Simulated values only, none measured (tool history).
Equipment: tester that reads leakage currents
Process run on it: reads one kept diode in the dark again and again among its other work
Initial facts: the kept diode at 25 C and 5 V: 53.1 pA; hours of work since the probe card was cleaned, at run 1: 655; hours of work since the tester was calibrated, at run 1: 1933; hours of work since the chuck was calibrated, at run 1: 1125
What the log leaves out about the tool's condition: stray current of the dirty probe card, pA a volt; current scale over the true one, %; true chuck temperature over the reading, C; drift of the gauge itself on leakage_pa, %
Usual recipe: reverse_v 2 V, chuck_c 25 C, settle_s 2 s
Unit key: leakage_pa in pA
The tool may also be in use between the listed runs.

run    hour  reverse_v  chuck_c  settle_s  hours of work since the probe card was cleaned  hours of work since the tester was calibrated  hours of work since the chuck was calibrated  leakage_pa
  1       0          2       25         2                                             655                                           1933                                          1125       34.14
  2   133.2          2       25         2                                             713                                           1991                                          1183       34.29
  3   200.4          2       22         2                                             742                                           2020                                          1212       26.95
  4     268          2       25      0.87                                             771                                           2049                                          1241       34.56
  5   395.7          2       25      0.87                                             826                                           2104                                          1296       34.42
  6   521.8          2       25         2                                             881                                           2159                                          1351       34.16
  7   633.6          2       25         2                                             929                                           2207                                          1399       33.98
  8   695.6          2       25         2                                             956                                           2234                                          1426       33.97
  9   779.3          2       25         2                                             992                                           2270                                          1462       34.02
 10   898.5          2       25         2                                            1044                                           2322                                          1513       34.03
 11  1025.9          2       25         2                                            1099                                           2377                                          1569        34.1
 12  1086.5          2       41      1.78                                            1125                                           2403                                          1595      107.56
 13  1200.1          2       41      1.78                                            1174                                           2452                                          1644       107.2
 14  1283.2       1.04       25      0.88                                            1210                                           2488                                          1680       24.83
 15  1366.7       1.04       25      0.88                                            1246                                           2524                                          1716       24.88
 16  1457.2       2.72       47      0.89                                            1285                                           2563                                          1755      186.94
 17  1581.9      13.53       20         2                                            1339                                           2617                                          1809       62.14

Branching from run 17: 5 alternative next runs. What would each branch give?
       1635  -- chuck's temperature calibrated
  A  1696.5          2       21      0.68                                            1388                                           2666                                            27           ?
       1635  -- chuck's temperature calibrated
  B  1696.5       2.84       27       1.6                                            1388                                           2666                                            27           ?
       1635  -- chuck's temperature calibrated
  C  1696.5          2       28      0.98                                            1388                                           2666                                            27           ?
       1635  -- chuck's temperature calibrated
  D  1696.5      13.53       35         2                                            1388                                           2666                                            27           ?
       1635  -- chuck's temperature calibrated
  E  1696.5      13.53       38      0.49                                            1388                                           2666                                            27           ?

run  leakage_pa
  A       25.85
  B       47.13
  C       42.96
  D      185.11
  E      235.59
With no hidden state in the tool, these same runs would have given:
run  leakage_pa
  A       25.83
  B        47.1
  C       42.94
  D      184.99
  E      235.46

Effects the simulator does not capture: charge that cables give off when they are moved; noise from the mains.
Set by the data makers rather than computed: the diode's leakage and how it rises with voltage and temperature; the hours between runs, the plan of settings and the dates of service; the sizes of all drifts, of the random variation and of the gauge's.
